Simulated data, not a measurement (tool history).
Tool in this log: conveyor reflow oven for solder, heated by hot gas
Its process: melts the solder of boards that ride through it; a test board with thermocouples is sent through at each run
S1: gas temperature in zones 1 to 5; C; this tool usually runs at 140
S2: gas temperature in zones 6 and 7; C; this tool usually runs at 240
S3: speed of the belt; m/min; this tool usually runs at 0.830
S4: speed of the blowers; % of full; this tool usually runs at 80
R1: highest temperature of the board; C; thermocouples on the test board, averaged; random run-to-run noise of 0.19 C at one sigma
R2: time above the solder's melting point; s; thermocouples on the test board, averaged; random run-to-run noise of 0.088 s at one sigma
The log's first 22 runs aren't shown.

run	hour	S1	S2	S3	S4	R1	R2
23	166.8	136	247	0.830	55	215.6	40.12
24	175.2	154	240	0.830	72	220.4	49.18
25	180.6	133	240	0.830	58	210.8	35.95
26	188.0	133	240	0.830	69	214.7	39.26
27	198.4	133	240	0.830	69	214.5	39.20
28	203.2	133	240	0.830	69	214.6	39.47
29	211.9	125	245	0.932	64	209.3	28.85
30	219.6	133	245	0.932	89	219.5	37.79
31	226.9	139	240	0.689	80	225.5	57.78
32	235.0	139	240	0.689	80	225.2	57.81

What if the next run were any one of these 3? Each begins from the tool's condition after run 32:
A	243.3	136	237	0.757	80	?	?
B	243.3	139	240	0.667	80	?	?
C	243.3	139	240	0.688	80	?	?

run	R1	R2
A	219.4	47.87
B	226.5	60.27
C	225.8	57.91
Without the tool's unlogged condition, the same runs would have read:
run	R1	R2
A	219.2	47.71
B	226.1	60.02
C	225.5	57.67

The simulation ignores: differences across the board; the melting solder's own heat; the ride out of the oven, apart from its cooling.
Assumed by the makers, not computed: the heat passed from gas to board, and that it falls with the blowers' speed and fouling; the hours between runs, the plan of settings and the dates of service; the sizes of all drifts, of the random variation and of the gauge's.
